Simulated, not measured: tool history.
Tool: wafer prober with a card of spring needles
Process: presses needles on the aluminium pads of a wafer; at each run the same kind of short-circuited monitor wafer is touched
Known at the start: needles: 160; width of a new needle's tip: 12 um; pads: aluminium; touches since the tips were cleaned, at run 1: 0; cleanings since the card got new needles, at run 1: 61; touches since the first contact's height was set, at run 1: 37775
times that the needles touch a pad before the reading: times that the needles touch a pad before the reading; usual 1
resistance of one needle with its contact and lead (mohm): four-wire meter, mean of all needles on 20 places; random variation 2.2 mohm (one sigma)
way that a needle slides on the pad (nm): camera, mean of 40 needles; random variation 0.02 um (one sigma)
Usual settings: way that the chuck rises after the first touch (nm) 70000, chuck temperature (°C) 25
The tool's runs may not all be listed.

| run | day | way that the chuck rises after the first touch (nm) | chuck temperature (°C) | times that the needles touch a pad before the reading | touches since the tips were cleaned | cleanings since the card got new needles | touches since the first contact's height was set | resistance of one needle with its contact and lead (mohm) | way that a needle slides on the pad (nm) |
|---|---|---|---|---|---|---|---|---|---|
| 1 | 0 | 70000 | 25 | 1 | 0 | 61 | 37775 | 242 | 16280 |
| 2 | 0.838 | 70000 | 25 | 1 | 4391 | 61 | 42166 | 272 | 16240 |
|  | 0.917 | tips cleaned on abrasive film |
| 3 | 1.7 | 70000 | 25 | 1 | 4116 | 62 | 46669 | 268 | 16270 |
|  | 1.796 | tips cleaned on abrasive film |
|  | 2.746 | tips cleaned on abrasive film |
| 4 | 3.233 | 70000 | 39 | 1 | 2571 | 64 | 54679 | 268 | 16210 |
|  | 3.629 | tips cleaned on abrasive film |
|  | 4.496 | tips cleaned on abrasive film |
| 5 | 4.7 | 70000 | 30 | 1 | 1070 | 66 | 62318 | 257 | 16150 |
|  | 5.392 | tips cleaned on abrasive film |
|  | 6.296 | tips cleaned on abrasive film |
| 6 | 6.371 | 70000 | 25 | 1 | 384 | 68 | 71044 | 247 | 16090 |
|  | 6.521 | height of the first contact set anew |
|  | 7.229 | tips cleaned on abrasive film |
|  | 8.162 | tips cleaned on abrasive film |
| 7 | 8.162 | 70000 | 25 | 1 | 0 | 70 | 8565 | 243 | 16390 |
|  | 9.162 | tips cleaned on abrasive film |
| 8 | 9.842 | 70000 | 25 | 2 | 3581 | 71 | 17372 | 251 | 16390 |
|  | 10.104 | tips cleaned on abrasive film |
|  | 10.988 | tips cleaned on abrasive film |
| 9 | 11.521 | 70000 | 25 | 2 | 2807 | 73 | 26134 | 256 | 16380 |
|  | 11.858 | tips cleaned on abrasive film |
| 10 | 12.288 | 70000 | 25 | 1 | 2260 | 74 | 30135 | 264 | 16300 |
|  | 12.771 | tips cleaned on abrasive film |
|  | 13.729 | tips cleaned on abrasive film |
| 11 | 13.888 | 70000 | 51 | 1 | 835 | 76 | 38482 | 258 | 16280 |
|  | 14.646 | tips cleaned on abrasive film |
| 12 | 14.975 | 70000 | 51 | 1 | 1732 | 77 | 44163 | 269 | 16240 |
|  | 15.525 | tips cleaned on abrasive film |
| 13 | 16.296 | 70000 | 51 | 1 | 4034 | 78 | 51064 | 278 | 16210 |
|  | 16.442 | tips cleaned on abrasive film |
| 14 | 17.092 | 70000 | 25 | 1 | 3415 | 79 | 55235 | 271 | 16210 |
|  | 17.367 | tips cleaned on abrasive film |
| 15 | 17.988 | 70000 | 25 | 1 | 3265 | 80 | 59915 | 267 | 16180 |
|  | 18.346 | tips cleaned on abrasive film |
|  | 19.229 | tips cleaned on abrasive film |
| 16 | 19.229 | 70000 | 25 | 1 | 0 | 82 | 66384 | 246 | 16150 |
|  | 20.133 | tips cleaned on abrasive film |
|  | 20.146 | height of the first contact set anew |
| 17 | 20.504 | 73000 | 25 | 1 | 1874 | 83 | 1874 | 258 | 17180 |
|  | 21.025 | tips cleaned on abrasive film |
| 18 | 21.583 | 81000 | 39 | 2 | 2927 | 84 | 7514 | 256 | 19010 |
|  | 21.904 | tips cleaned on abrasive film |
| 19 | 22.717 | 81000 | 39 | 2 | 4245 | 85 | 13433 | 258 | 19030 |
|  | 22.833 | tips cleaned on abrasive film |
| 20 | 23.633 | 78000 | 26 | 2 | 4190 | 86 | 18233 | 261 | 18260 |
|  | 23.788 | tips cleaned on abrasive film |
|  | 24.75 | tips cleaned on abrasive film |
| 21 | 25.433 | 78000 | 26 | 2 | 3578 | 88 | 27628 | 256 | 18220 |
|  | 25.688 | tips cleaned on abrasive film |
|  | 26.562 | tips cleaned on abrasive film |
| 22 | 26.708 | 83000 | 45 | 2 | 759 | 90 | 34274 | 251 | 19360 |
|  | 27.467 | tips cleaned on abrasive film |
| 23 | 28.162 | 84000 | 77 | 2 | 3635 | 91 | 41879 | 263 | 19590 |
|  | 28.471 | tips cleaned on abrasive film |
|  | 29.354 | tips cleaned on abrasive film |
| 24 | 29.621 | 70000 | 56 | 2 | 1398 | 93 | 49490 | 259 | 16240 |
|  | 30.246 | tips cleaned on abrasive film |
| 25 | 31.071 | 78000 | 34 | 1 | 4322 | 94 | 57073 | 270 | 18120 |
|  | 31.225 | tips cleaned on abrasive film |
|  | 32.192 | tips cleaned on abrasive film |
| 26 | 32.675 | 67000 | 50 | 2 | 2530 | 96 | 65446 | 264 | 15450 |
|  | 33.1 | tips cleaned on abrasive film |
|  | 33.8 | height of the first contact set anew |
|  | 34.004 | tips cleaned on abrasive film |
| 27 | 34.221 | 70000 | 31 | 2 | 1121 | 98 | 2170 | 253 | 16400 |
|  | 34.912 | tips cleaned on abrasive film |
| 28 | 35.392 | 57000 | 46 | 2 | 2535 | 99 | 8308 | 272 | 13340 |
|  | 35.917 | tips cleaned on abrasive film |
| 29 | 36.246 | 50000 | 37 | 2 | 1724 | 100 | 12764 | 270 | 11670 |
|  | 36.796 | tips cleaned on abrasive film |
|  | 37.754 | tips cleaned on abrasive film |
| 30 | 37.825 | 70000 | 39 | 1 | 381 | 102 | 21002 | 253 | 16310 |
|  | 38.629 | tips cleaned on abrasive film |
|  | 39.517 | tips cleaned on abrasive film |
| 31 | 39.604 | 67000 | 57 | 2 | 469 | 104 | 30298 | 258 | 15570 |
|  | 40.388 | tips cleaned on abrasive film |
| 32 | 40.958 | 67000 | 57 | 2 | 3000 | 105 | 37382 | 269 | 15560 |

Hidden state or all else? Some run-to-run changes of resistance of one needle with its contact and lead (mohm), split into what the settings, what came in and random variation would give without the hidden state, and what is left for the hidden state (with any gauge scatter that isn't in both results):
The hidden state here: debris on the tips, nm; way that the needles fall short of the set height, um; tips' diameter, um; drift of the gauge itself on contact_mohm, %; drift of the gauge itself on scrub_um, %.
Run 1 -> 2: no setting changed, nothing entered. resistance of one needle with its contact and lead (mohm) +30: hidden state +24, all else +6.
Run 15 -> 16: tips cleaned on abrasive film, tips cleaned on abrasive film. resistance of one needle with its contact and lead (mohm) -21: hidden state -22, all else +1.
Run 24 -> 25: way that the chuck rises after the first touch (nm) 70000 -> 78000, chuck temperature (°C) 56 -> 34, times that the needles touch a pad before the reading 2 -> 1, tips cleaned on abrasive film. resistance of one needle with its contact and lead (mohm) +11: hidden state +19, all else -8.
Run 27 -> 28: way that the chuck rises after the first touch (nm) 70000 -> 57000, chuck temperature (°C) 31 -> 46, tips cleaned on abrasive film. resistance of one needle with its contact and lead (mohm) +19: hidden state +12, all else +7.
